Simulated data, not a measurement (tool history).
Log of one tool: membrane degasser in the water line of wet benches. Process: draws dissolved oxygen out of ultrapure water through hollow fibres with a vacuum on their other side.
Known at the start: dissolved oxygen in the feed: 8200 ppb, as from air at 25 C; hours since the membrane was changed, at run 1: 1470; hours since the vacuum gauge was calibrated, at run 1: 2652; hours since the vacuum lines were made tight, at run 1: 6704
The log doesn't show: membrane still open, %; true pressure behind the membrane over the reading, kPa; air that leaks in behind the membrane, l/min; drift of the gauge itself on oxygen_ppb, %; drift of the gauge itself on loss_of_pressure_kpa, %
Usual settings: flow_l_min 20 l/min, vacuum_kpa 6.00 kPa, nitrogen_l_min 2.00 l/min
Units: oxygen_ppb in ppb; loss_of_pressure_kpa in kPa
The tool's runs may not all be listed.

run	hour	flow_l_min	vacuum_kpa	nitrogen_l_min	hours since the membrane was changed	hours since the vacuum gauge was calibrated	hours since the vacuum lines were made tight	oxygen_ppb	loss_of_pressure_kpa
1	0.0	20	6.00	2.00	1470	2652	6704	203.7	41.20
2	42.2	20	6.00	2.00	1512	2694	6746	200.8	41.07
3	69.3	20	6.00	2.00	1539	2721	6773	203.4	41.69
4	116.5	20	6.00	1.19	1586	2769	6821	243.5	41.34
5	161.9	20	6.00	1.19	1632	2814	6866	241.4	41.02
6	207.9	15	6.00	2.00	1678	2860	6912	110.4	30.80
7	236.0	15	6.00	2.00	1706	2888	6940	110.6	30.94
8	264.0	13	6.00	2.00	1734	2916	6968	80.7	26.80
9	303.3	13	6.00	2.00	1773	2955	7007	81.6	27.17
10	333.1	13	6.00	2.00	1803	2985	7037	80.9	26.77
11	361.8	13	6.00	2.00	1832	3014	7066	80.2	26.85
12	392.7	13	7.04	2.00	1863	3045	7097	97.1	26.84
13	424.4	13	7.04	2.00	1894	3077	7129	96.3	27.19
14	470.2	19	11.16	2.22	1940	3122	7174	286.2	39.04
15	511.9	22	4.28	2.22	1982	3164	7216	206.0	44.90
16	563.2	20	4.08	2.84	2033	3215	7267	151.8	41.17
17	604.8	22	8.00	2.88	2075	3257	7309	265.5	45.61
18	633.4	22	8.00	2.88	2103	3286	7338	261.5	45.71
19	682.9	21	10.89	2.88	2153	3335	7387	288.7	43.46

The next listed run, before its measurement:
20	726.4	26	10.15	3.73	2196	3379	7431	?	?

oxygen_ppb: 372.4 ppb
loss_of_pressure_kpa: 53.81 kPa
Without the tool's hidden state the same run would have given oxygen_ppb 372.3 ppb, loss_of_pressure_kpa 53.80 kPa.
